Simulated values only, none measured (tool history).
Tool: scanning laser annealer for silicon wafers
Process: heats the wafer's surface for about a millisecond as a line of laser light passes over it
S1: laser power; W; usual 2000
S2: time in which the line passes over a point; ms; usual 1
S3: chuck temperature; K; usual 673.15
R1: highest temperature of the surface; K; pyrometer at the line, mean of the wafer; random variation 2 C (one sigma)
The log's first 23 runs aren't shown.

run 24 hour=194.9 | S1=2000 S2=0.91 S3=679.15 | R1=1462.15
run 25 hour=205.5 | S1=1702 S2=1 S3=701.15 | R1=1407.15
run 26 hour=210.8 | S1=1924 S2=1.01 S3=668.15 | R1=1469.15
run 27 hour=217 | S1=2000 S2=1.16 S3=652.15 | R1=1553.15
run 28 hour=227.1 | S1=1843 S2=0.79 S3=673.15 | R1=1341.15
run 29 hour=233.1 | S1=1843 S2=0.79 S3=673.15 | R1=1340.15
run 30 hour=239.4 | S1=2170 S2=0.86 S3=691.15 | R1=1510.15
run 31 hour=248.3 | S1=1787 S2=1 S3=673.15 | R1=1415.15
run 32 hour=254.9 | S1=1787 S2=1 S3=673.15 | R1=1412.15
run 33 hour=263.3 | S1=2173 S2=1.15 S3=695.15 | R1=1661.15
run 34 hour=269.1 | S1=2173 S2=1.15 S3=660.15 | R1=1624.15
run 35 hour=274.9 | S1=2173 S2=1.15 S3=660.15 | R1=1625.15
run 36 hour=279.6 | S1=2000 S2=1 S3=673.15 | R1=1496.15
run 37 hour=284.5 | S1=2000 S2=1 S3=673.15 | R1=1494.15
run 38 hour=294.4 | S1=2000 S2=1 S3=634.15 | R1=1455.15
run 39 hour=302.2 | S1=1844 S2=1.06 S3=670.15 | R1=1450.15
run 40 hour=308.6 | S1=2084 S2=1.02 S3=644.15 | R1=1507.15

3 ways to go on from here, each from the tool as it stands after run 40. What would each give?
run A hour=315.7 | S1=1773 S2=1 S3=675.15 | R1=?
run B hour=315.7 | S1=2000 S2=1.04 S3=666.15 | R1=?
run C hour=315.7 | S1=2126 S2=0.84 S3=644.15 | R1=?

run=A R1=1404.15
run=B R1=1500.15
run=C R1=1425.15
Without the tool's hidden state the same runs would have given:
run=A R1=1431.15
run=B R1=1531.15
run=C R1=1454.15
